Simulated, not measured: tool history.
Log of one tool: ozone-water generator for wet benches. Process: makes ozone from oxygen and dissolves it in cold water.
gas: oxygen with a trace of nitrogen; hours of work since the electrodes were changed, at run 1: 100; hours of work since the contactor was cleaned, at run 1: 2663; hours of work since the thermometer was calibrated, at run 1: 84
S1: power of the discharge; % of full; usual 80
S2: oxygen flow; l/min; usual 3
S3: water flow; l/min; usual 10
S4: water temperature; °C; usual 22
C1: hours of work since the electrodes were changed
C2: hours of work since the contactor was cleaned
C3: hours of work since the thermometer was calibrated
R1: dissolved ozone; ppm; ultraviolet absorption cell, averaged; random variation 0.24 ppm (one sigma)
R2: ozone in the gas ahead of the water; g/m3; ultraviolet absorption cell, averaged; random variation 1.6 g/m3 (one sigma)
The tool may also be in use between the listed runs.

Run 1, hour 0: usual settings; C1 100; C2 2663; C3 84. Result: R1 36 ppm, R2 294.7 g/m3.
Run 2, hour 35.7: usual settings but S3 12 l/min; C1 128; C2 2691; C3 111. Result: R1 31.2 ppm, R2 293.8 g/m3.
Run 3, hour 55: usual settings but S4 20 °C; C1 143; C2 2706; C3 126. Result: R1 37.4 ppm, R2 297.8 g/m3.
Run 4, hour 83.8: usual settings but S3 9 l/min, S4 20 °C; C1 165; C2 2728; C3 148. Result: R1 40.4 ppm, R2 292.8 g/m3.
Run 5, hour 120.2: usual settings but S3 9 l/min, S4 20 °C; C1 193; C2 2756; C3 177. Result: R1 40.4 ppm, R2 293.9 g/m3.
Run 6, hour 153.9: usual settings but S1 67 % of full; C1 219; C2 2783; C3 203. Result: R1 32.5 ppm, R2 265.1 g/m3.
Run 7, hour 186.4: usual settings but S1 82 % of full; C1 245; C2 2808; C3 228. Result: R1 36.5 ppm, R2 298.8 g/m3.
Run 8, hour 218: usual settings but S3 15 l/min; C1 269; C2 2832; C3 252. Result: R1 25.1 ppm, R2 292.5 g/m3.
Run 9, hour 256.9: usual settings but S3 15 l/min; C1 299; C2 2862; C3 283. Result: R1 25.2 ppm, R2 295.2 g/m3.
Run 10, hour 282.3: usual settings; C1 319; C2 2882; C3 302. Result: R1 35.9 ppm, R2 292.5 g/m3.
Run 11, hour 322.9: usual settings but S2 2.5 l/min; C1 350; C2 2913; C3 334. Result: R1 34.6 ppm, R2 309.8 g/m3.
Run 12, hour 355.6: usual settings; C1 376; C2 2939; C3 359. Result: R1 35.7 ppm, R2 295 g/m3.
Run 13, hour 378: usual settings; C1 393; C2 2956; C3 376. Result: R1 35.8 ppm, R2 292 g/m3.
Run 14, hour 407.5: usual settings; C1 416; C2 2979; C3 399. Result: R1 35.3 ppm, R2 291.6 g/m3.
Run 15, hour 443: usual settings; C1 443; C2 3007; C3 427. Result: R1 35.5 ppm, R2 292.8 g/m3.
Run 16, hour 483: usual settings; C1 474; C2 3037; C3 458. Result: R1 36.1 ppm, R2 292.6 g/m3.
Run 17, hour 522.3: usual settings but S2 5.14 l/min; C1 505; C2 3068; C3 488. Result: R1 37 ppm, R2 240.8 g/m3.
Run 18, hour 557.5: usual settings but S1 74 % of full; C1 532; C2 3095; C3 515. Result: R1 33.6 ppm, R2 280.4 g/m3.
Run 19, hour 575.2: usual settings but S1 83 % of full; C1 546; C2 3109; C3 529. Result: R1 35.8 ppm, R2 294.3 g/m3.
Run 20, hour 603.3: usual settings but S1 83 % of full; C1 568; C2 3131; C3 551. Result: R1 36.3 ppm, R2 297.1 g/m3.
Run 21, hour 621.6: usual settings but S1 83 % of full; C1 582; C2 3145; C3 565. Result: R1 36.3 ppm, R2 297.8 g/m3.
Run 22, hour 643.9: usual settings but S1 40 % of full, S2 1.79 l/min; C1 599; C2 3162; C3 582. Result: R1 21.1 ppm, R2 229.8 g/m3.
Run 23, hour 664.3: usual settings but S4 15 °C; C1 615; C2 3178; C3 598. Result: R1 39.2 ppm, R2 292.3 g/m3.
Run 24, hour 690.9: usual settings but S1 81 % of full, S3 7 l/min; C1 635; C2 3199; C3 619. Result: R1 44.8 ppm, R2 291.7 g/m3.
Run 25, hour 718.7: usual settings but S1 81 % of full, S3 7 l/min; C1 657; C2 3220; C3 640. Result: R1 45.1 ppm, R2 291.9 g/m3.
Run 26, hour 735.9: usual settings but S2 1.95 l/min; C1 670; C2 3233; C3 654. Result: R1 32.2 ppm, R2 334.4 g/m3.
Run 27, hour 757.2: usual settings but S1 54 % of full, S2 3.99 l/min; C1 687; C2 3250; C3 670. Result: R1 28.6 ppm, R2 209.4 g/m3.
Run 28, hour 776.1: usual settings but S1 69 % of full, S2 3.99 l/min, S4 29 °C; C1 702; C2 3265; C3 685. Result: R1 28.8 ppm, R2 240.5 g/m3.
Run 29, hour 813.3: usual settings but S1 69 % of full, S2 3.99 l/min, S4 29 °C; C1 730; C2 3293; C3 714. Result: R1 28.7 ppm, R2 238.9 g/m3.
Run 30, hour 847.4: usual settings but S2 4.59 l/min, S3 6 l/min; C1 757; C2 3320; C3 740. Result: R1 48 ppm, R2 248.9 g/m3.
Run 31, hour 871.9: usual settings but S1 81 % of full, S2 3.4 l/min, S3 7 l/min, S4 18 °C; C1 776; C2 3339; C3 759. Result: R1 49 ppm, R2 276.8 g/m3.
Run 32, hour 911: usual settings but S2 2.61 l/min, S4 28 °C; C1 806; C2 3369; C3 789. Result: R1 31.4 ppm, R2 300.2 g/m3.
Run 33, hour 949.8: usual settings but S1 50 % of full, S2 1.96 l/min, S4 24 °C; C1 836; C2 3399; C3 819. Result: R1 23.7 ppm, R2 254.4 g/m3.

4 ways to go on from here, each from the tool as it stands after run 33. What would each give?
Run A, hour 986.9: usual settings but S1 53 % of full, S2 1.96 l/min, S4 24 °C; C1 865; C2 3428; C3 848. Result: R1 ?, R2 ?.
Run B, hour 986.9: usual settings but S1 54 % of full, S2 4.53 l/min, S4 15 °C; C1 865; C2 3428; C3 848. Result: R1 ?, R2 ?.
Run C, hour 986.9: usual settings but S1 44 % of full; C1 865; C2 3428; C3 848. Result: R1 ?, R2 ?.
Run D, hour 986.9: usual settings but S1 60 % of full, S2 3.12 l/min, S3 8 l/min, S4 24 °C; C1 865; C2 3428; C3 848. Result: R1 ?, R2 ?.

run    R1     R2
  A  24.7  263.6
  B  32.9  199.8
  C  25.1    203
  D  33.6  244.1
Without the tool's hidden state the same runs would have given:
run    R1     R2
  A  25.8  268.4
  B  34.4  203.5
  C  26.2  206.2
  D    35  248.9
